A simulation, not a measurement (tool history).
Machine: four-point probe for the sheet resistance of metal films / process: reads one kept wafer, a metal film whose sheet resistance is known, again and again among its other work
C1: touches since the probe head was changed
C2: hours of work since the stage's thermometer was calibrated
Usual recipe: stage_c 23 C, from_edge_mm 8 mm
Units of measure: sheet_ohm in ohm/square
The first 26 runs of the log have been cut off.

Run 27, hour 1722.8: usual settings but stage_c 31 C, from_edge_mm 20 mm; C1 33966; C2 515. Result: sheet_ohm 12.318999 ohm/square.
Run 28, hour 1762.9: usual settings but from_edge_mm 46 mm; C1 34436; C2 533. Result: sheet_ohm 12.327672 ohm/square.
Run 29, hour 1840.8: usual settings but from_edge_mm 46 mm; C1 35349; C2 569. Result: sheet_ohm 12.32498 ohm/square.
Run 30, hour 1907.8: usual settings but from_edge_mm 46 mm; C1 36134; C2 599. Result: sheet_ohm 12.326375 ohm/square.
Run 31, hour 1944.8: usual settings but stage_c 24 C, from_edge_mm 24 mm; C1 36568; C2 616. Result: sheet_ohm 12.328925 ohm/square.
Run 32, hour 2021.1: usual settings but stage_c 20 C, from_edge_mm 47 mm; C1 37462; C2 650. Result: sheet_ohm 12.337397 ohm/square.
Run 33, hour 2080.1: usual settings but stage_c 25 C, from_edge_mm 12 mm; C1 38153; C2 677. Result: sheet_ohm 12.364269 ohm/square.
Run 34, hour 2117.3: usual settings but stage_c 24 C, from_edge_mm 61 mm; C1 38589; C2 693. Result: sheet_ohm 12.325739 ohm/square.
Run 35, hour 2200.6: usual settings but stage_c 21 C, from_edge_mm 18 mm; C1 39566; C2 731. Result: sheet_ohm 12.353262 ohm/square.
Run 36, hour 2252: usual settings but stage_c 21 C, from_edge_mm 18 mm; C1 40168; C2 754. Result: sheet_ohm 12.355276 ohm/square.
Run 37, hour 2300.2: usual settings but stage_c 29 C, from_edge_mm 24 mm; C1 40733; C2 776. Result: sheet_ohm 12.324117 ohm/square.
Run 38, hour 2379.3: usual settings but stage_c 29 C, from_edge_mm 24 mm; C1 41660; C2 812. Result: sheet_ohm 12.323114 ohm/square.
Run 39, hour 2440.8: usual settings but stage_c 29 C, from_edge_mm 53 mm; C1 42381; C2 839. Result: sheet_ohm 12.316579 ohm/square.
Run 40, hour 2528.9: usual settings but stage_c 26 C, from_edge_mm 53 mm; C1 43413; C2 879. Result: sheet_ohm 12.322121 ohm/square.
Run 41, hour 2591.2: usual settings but stage_c 26 C, from_edge_mm 53 mm; C1 44143; C2 907. Result: sheet_ohm 12.324495 ohm/square.
Run 42, hour 2653.9: usual settings but stage_c 25 C; C1 44878; C2 936. Result: sheet_ohm 12.4263 ohm/square.
Run 43, hour 2691.7: usual settings but stage_c 25 C; C1 45321; C2 953. Result: sheet_ohm 12.429298 ohm/square.
Run 44, hour 2768.5: usual settings but stage_c 30 C, from_edge_mm 62 mm; C1 46222; C2 987. Result: sheet_ohm 12.311261 ohm/square.

Here are 4 independent what-if runs from the current tool condition. What would each one return?
Run A, hour 2810.1: usual settings but stage_c 20 C, from_edge_mm 4 mm; C1 46708; C2 1006. Result: sheet_ohm ?.
Run B, hour 2810.1: usual settings but stage_c 20 C; C1 46708; C2 1006. Result: sheet_ohm ?.
Run C, hour 2810.1: usual settings but from_edge_mm 71 mm; C1 46708; C2 1006. Result: sheet_ohm ?.
Run D, hour 2810.1: usual settings but from_edge_mm 27 mm; C1 46708; C2 1006. Result: sheet_ohm ?.

run  sheet_ohm
  A  12.743644
  B  12.446908
  C  12.332804
  D  12.339853
What these runs would have given with no unlogged condition in the tool:
run  sheet_ohm
  A  12.822953
  B  12.524518
  C   12.40973
  D   12.41682
